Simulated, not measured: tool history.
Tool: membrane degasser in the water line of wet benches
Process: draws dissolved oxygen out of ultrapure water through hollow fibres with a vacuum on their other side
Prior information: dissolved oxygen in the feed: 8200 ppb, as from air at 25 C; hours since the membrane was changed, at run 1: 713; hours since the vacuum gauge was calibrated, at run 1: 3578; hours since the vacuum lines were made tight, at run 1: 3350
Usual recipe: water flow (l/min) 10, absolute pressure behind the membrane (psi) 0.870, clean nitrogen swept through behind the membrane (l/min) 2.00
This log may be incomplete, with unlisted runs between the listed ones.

run    hour  water flow (l/min)  absolute pressure behind the membrane (psi)  clean nitrogen swept through behind the membrane (l/min)  hours since the membrane was changed  hours since the vacuum gauge was calibrated  hours since the vacuum lines were made tight  dissolved oxygen in the water behind the degasser (ppb)  pressure that the water loses in the fibres (psi)
  1     0.0                  10                                        0.870                                                      2.00                                   713                                         3578                                          3350                                                     91.3                                              6.369
  2    53.1                  10                                        0.870                                                      2.00                                   766                                         3631                                          3403                                                     91.9                                              6.295
  3    80.1                  10                                        0.870                                                      2.00                                   793                                         3658                                          3430                                                     90.5                                              6.350
  4   115.1                  10                                        0.870                                                      2.00                                   828                                         3693                                          3465                                                     91.7                                              6.369
  5   169.3                  10                                        0.870                                                      3.82                                   883                                         3747                                          3519                                                     73.5                                              6.370
  6   230.5                  10                                        0.870                                                      3.82                                   944                                         3808                                          3580                                                     73.3                                              6.354
  7   260.0                  10                                        0.870                                                      3.82                                   973                                         3838                                          3610                                                     74.3                                              6.366
  8   300.6                  10                                        0.870                                                      3.82                                  1014                                         3878                                          3650                                                     73.5                                              6.380
  9   360.9                  10                                        0.870                                                      2.80                                  1074                                         3939                                          3711                                                     80.8                                              6.329
 10   400.5                  10                                        0.870                                                      2.00                                  1114                                         3978                                          3750                                                     93.0                                              6.399
 11   456.5                  10                                        0.870                                                      2.00                                  1170                                         4034                                          3806                                                     89.9                                              6.345
 12   505.0                  10                                        0.870                                                      2.00                                  1218                                         4083                                          3855                                                     92.6                                              6.348
 13   547.2                  10                                        0.870                                                      5.37                                  1261                                         4125                                          3897                                                     67.8                                              6.390
      583.8  -- seals of the vacuum lines changed
 14   600.6                  10                                        0.870                                                      5.37                                  1312                                         4176                                            17                                                     67.6                                              6.374
 15   633.4                  10                                        0.870                                                      5.37                                  1345                                         4209                                            50                                                     68.3                                              6.405
 16   677.8                  10                                        0.870                                                      2.42                                  1389                                         4253                                            94                                                     85.3                                              6.382
 17   709.6                   7                                        0.719                                                      2.57                                  1421                                         4285                                           126                                                     30.5                                              4.456
 18   764.9                  10                                        0.870                                                      4.80                                  1476                                         4341                                           181                                                     70.1                                              6.398
 19   821.5                  10                                        0.870                                                      4.80                                  1533                                         4397                                           238                                                     70.6                                              6.411
 20   860.2                  10                                        0.870                                                      4.80                                  1572                                         4436                                           276                                                     71.3                                              6.387
      865.7  -- vacuum gauge calibrated
 21   888.1                  10                                        0.870                                                      4.80                                  1599                                           22                                           304                                                     71.3                                              6.374
 22   920.5                  10                                        0.965                                                      4.56                                  1631                                           55                                           336                                                     75.5                                              6.411
 23   952.6                   7                                        0.821                                                      5.04                                  1664                                           87                                           368                                                     26.2                                              4.435
 24   983.6                   7                                        0.821                                                      5.04                                  1694                                          118                                           399                                                     26.3                                              4.443
 25  1040.3                  10                                        0.870                                                      5.38                                  1751                                          175                                           456                                                     69.5                                              6.401
 26  1094.3                  13                                        1.559                                                      2.37                                  1805                                          229                                           510                                                    219.9                                              8.311
 27  1138.7                  13                                        1.559                                                      2.37                                  1850                                          273                                           554                                                    216.7                                              8.319
 28  1167.3                   8                                        0.870                                                      3.26                                  1878                                          302                                           583                                                     46.0                                              5.118
 29  1215.1                   8                                        0.870                                                      3.26                                  1926                                          349                                           631                                                     47.4                                              5.130
     1223.4  -- vacuum gauge calibrated, once more
 30  1277.7                  13                                        0.870                                                      2.39                                  1988                                           54                                           693                                                    151.8                                              8.327
 31  1327.5                   8                                        0.640                                                      1.11                                  2038                                          104                                           743                                                     48.6                                              5.111
 32  1374.4                  15                                        0.640                                                      5.22                                  2085                                          151                                           790                                                    170.5                                              9.648

Same runs, no hidden state in the tool, same run-to-run variation:
Hidden state at play: membrane still open, %; true pressure behind the membrane over the reading, kPa; air that leaks in behind the membrane, l/min; drift of the gauge itself on oxygen_ppb, %; drift of the gauge itself on loss_of_pressure_kpa, %.
run  dissolved oxygen in the water behind the degasser (ppb)  pressure that the water loses in the fibres (psi)
  1                                                     84.9                                              6.329
  2                                                     85.2                                              6.254
  3                                                     83.9                                              6.308
  4                                                     84.9                                              6.325
  5                                                     68.8                                              6.322
  6                                                     68.4                                              6.305
  7                                                     69.4                                              6.315
  8                                                     68.5                                              6.327
  9                                                     74.6                                              6.274
 10                                                     85.2                                              6.340
 11                                                     82.2                                              6.284
 12                                                     84.5                                              6.284
 13                                                     63.0                                              6.324
 14                                                     63.3                                              6.305
 15                                                     64.0                                              6.335
 16                                                     79.0                                              6.311
 17                                                     27.1                                              4.403
 18                                                     65.2                                              6.321
 19                                                     65.5                                              6.331
 20                                                     66.0                                              6.306
 21                                                     65.7                                              6.290
 22                                                     69.6                                              6.327
 23                                                     23.3                                              4.374
 24                                                     23.4                                              4.380
 25                                                     63.6                                              6.309
 26                                                    206.9                                              8.189
 27                                                    203.7                                              8.195
 28                                                     40.9                                              5.040
 29                                                     42.1                                              5.050
 30                                                    143.3                                              8.193
 31                                                     45.1                                              5.027
 32                                                    159.6                                              9.485
